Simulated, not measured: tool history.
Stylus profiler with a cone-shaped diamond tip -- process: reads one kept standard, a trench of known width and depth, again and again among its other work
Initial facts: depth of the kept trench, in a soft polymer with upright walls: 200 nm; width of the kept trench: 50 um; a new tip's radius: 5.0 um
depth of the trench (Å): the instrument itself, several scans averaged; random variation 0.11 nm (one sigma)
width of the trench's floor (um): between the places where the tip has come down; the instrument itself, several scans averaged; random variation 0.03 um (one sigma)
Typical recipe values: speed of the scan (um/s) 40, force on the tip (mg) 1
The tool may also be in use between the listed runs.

run    hour  speed of the scan (um/s)  force on the tip (mg)  depth of the trench (Å)  width of the trench's floor (um)
  1       0                        40                      1                   2018.8                             47.05
  2    58.8                        40                      1                   2019.1                             47.01
  3     138                        40                      1                   2019.1                             47.03
  4   200.8                        40                      1                   2018.1                             47.06
  5   255.7                       106                      1                   2016.4                             46.78
  6   335.3                       106                      1                   2017.1                             46.72
  7   403.7                        13                      1                   2018.5                             47.11
  8     471                        13                      1                   2018.7                             47.11
  9   535.5                        13                      1                   2017.2                             47.18
 10   613.9                        13                    2.6                   2035.3                             47.11
 11     710                        13                    2.6                   2033.3                             47.14
 12   762.2                        13                    2.6                   2036.5                             47.12
 13   832.3                       105                      1                     2018                             46.74
 14   927.6                       105                      1                   2017.8                             46.78
 15   976.1                       105                      1                   2018.8                             46.78
 16  1064.7                        40                      1                   2018.1                             47.06
 17  1135.3                        12                      1                   2017.5                             47.16
 18  1209.3                        40                   0.41                   2010.6                             46.93
 19  1258.1                        40                   0.88                   2017.1                             47.01
 20  1319.9                        40                   0.44                   2011.3                             46.93
 21  1367.1                        40                   0.44                     2009                             46.91
 22  1421.7                        40                   1.64                   2024.5                             47.12
 23  1483.6                        40                   1.25                   2021.2                             47.08
 24    1562                       152                      1                   2017.9                             46.52
 25  1658.4                       152                   1.99                   2029.5                             46.78
 26  1724.6                       152                   1.35                     2023                             46.68
 27  1795.9                       152                   1.35                   2021.8                             46.69
     1885.2  -- height scale calibrated on a step standard
 28  1892.4                        92                   1.41                   2022.9                             46.81
 29  1954.5                       130                   1.65                   2026.8                             46.75
 30  2040.3                       134                   0.43                   2009.5                             46.35
 31  2094.1                        54                   0.58                   2011.7                              46.9
 32  2164.3                        35                   1.32                   2021.8                             47.06
 33  2205.2                       125                    2.9                   2036.5                             46.88
 34  2282.2                       125                    2.9                   2037.6                             46.94
 35  2352.4                       125                    2.9                   2036.5                              46.9
 36  2411.6                       125                    2.9                   2037.1                             46.86
 37  2508.4                       103                   1.36                   2023.2                             46.86
 38  2569.8                        13                   2.57                   2035.4                             47.12
 39  2626.4                        13                   2.57                   2032.1                             47.13
 40  2674.2                        37                   0.41                   2009.4                             46.93
 41    2754                        37                   0.41                   2009.4                             46.92
 42  2826.8                        29                   1.03                   2019.4                             47.03

Each row is a separate what-if for the run after 42, all from the same tool condition, not one after another. Results?
  A  2875.8                        58                   0.48                        ?                                 ?
  B  2875.8                       136                   0.54                        ?                                 ?
  C  2875.8                        26                   2.87                        ?                                 ?
  D  2875.8                       100                   0.34                        ?                                 ?
  E  2875.8                        74                   2.88                        ?                                 ?

run  depth of the trench (Å)  width of the trench's floor (um)
  A                   2011.4                             46.82
  B                   2011.9                             46.42
  C                   2037.6                             47.16
  D                   2008.2                              46.5
  E                   2037.5                                47
The same runs, with their run-to-run variation unchanged, on a tool lacking any hidden condition would have given:
run  depth of the trench (Å)  width of the trench's floor (um)
  A                   2011.5                             46.84
  B                     2012                             46.44
  C                   2037.7                             47.18
  D                   2008.3                             46.52
  E                   2037.6                             47.01
